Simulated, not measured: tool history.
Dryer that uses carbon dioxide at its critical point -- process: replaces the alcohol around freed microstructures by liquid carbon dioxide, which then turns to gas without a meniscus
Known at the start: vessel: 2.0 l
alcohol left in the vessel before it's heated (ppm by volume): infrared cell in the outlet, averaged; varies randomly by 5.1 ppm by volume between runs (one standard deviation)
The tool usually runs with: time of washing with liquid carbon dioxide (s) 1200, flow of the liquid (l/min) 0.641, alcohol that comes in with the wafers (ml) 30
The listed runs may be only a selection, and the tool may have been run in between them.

run,hour,time of washing with liquid carbon dioxide (s),flow of the liquid (l/min),alcohol that comes in with the wafers (ml),alcohol left in the vessel before it's heated (ppm by volume)
1,0.0,1200,0.641,30,77
2,23.4,1200,0.641,30,83
3,43.7,1200,0.998,30,17
4,72.1,1200,1.054,30,28
5,89.5,1200,0.925,30,28
6,117.3,1200,0.925,30,40
7,130.8,1200,0.641,30,111
8,148.9,1200,0.641,30,118
9,177.5,1200,0.641,30,83
10,195.8,1200,0.641,30,86
11,219.8,1200,0.641,30,99
12,233.9,1200,0.641,97,229
13,263.3,1860,0.641,97,75
14,293.5,960,0.641,30,234
15,324.8,960,0.641,30,250
16,348.9,960,0.641,30,257
17,379.7,1200,0.754,30,105
18,401.1,1200,0.754,30,112
19,418.5,1200,0.754,30,119
20,432.3,1260,0.641,30,147
21,463.1,1920,0.641,30,91
22,480.1,1740,0.641,30,108
23,504.0,1740,0.852,30,108
24,523.7,1740,0.852,30,103
25,538.1,780,0.449,54,2457
26,560.0,1560,0.795,30,121
27,582.1,1680,0.641,72,131
28,601.4,1200,0.980,64,128
29,616.5,1200,0.766,35,142
30,643.4,1200,0.766,35,148
31,660.3,1200,0.766,35,144
32,683.8,1200,0.415,20,382
33,704.9,1020,0.641,62,410
34,722.1,1020,0.641,62,408
35,745.3,1200,0.641,30,192
36,767.5,780,0.938,28,218
37,788.8,1560,0.737,59,151
38,806.8,840,0.567,30,640
39,833.0,780,0.570,44,1095
40,855.9,780,0.570,44,1103
41,870.5,780,0.570,44,1130
42,900.4,1380,0.641,30,209
43,922.4,1200,0.996,30,182
44,938.8,1200,0.996,49,180
45,960.2,1200,0.996,21,183
46,973.5,1860,0.546,21,181
47,995.5,1860,0.546,21,196

Missing from the log above: 2 entries noted between runs. For each, name the pair of listed runs it sits between and say how the tool's hidden condition differs from the listed run just before to the listed run just after:
Logged between run 8 and run 9: inlet filter changed (hour 170.4)
  flow that reaches the vessel past the clogged filter, %: 90.6 -> 99.3; alcohol in the recycled carbon dioxide, ppm: 41.1 -> 45.6
  the result without the hidden state subtracted from the measured one, alcohol left in the vessel before it's heated (ppm by volume): +70 -> +40
Logged between run 28 and run 29: inlet filter changed (hour 609.1)
  flow that reaches the vessel past the clogged filter, %: 89.6 -> 99.3; alcohol in the recycled carbon dioxide, ppm: 116.9 -> 119.4
  the result without the hidden state subtracted from the measured one, alcohol left in the vessel before it's heated (ppm by volume): +120 -> +117
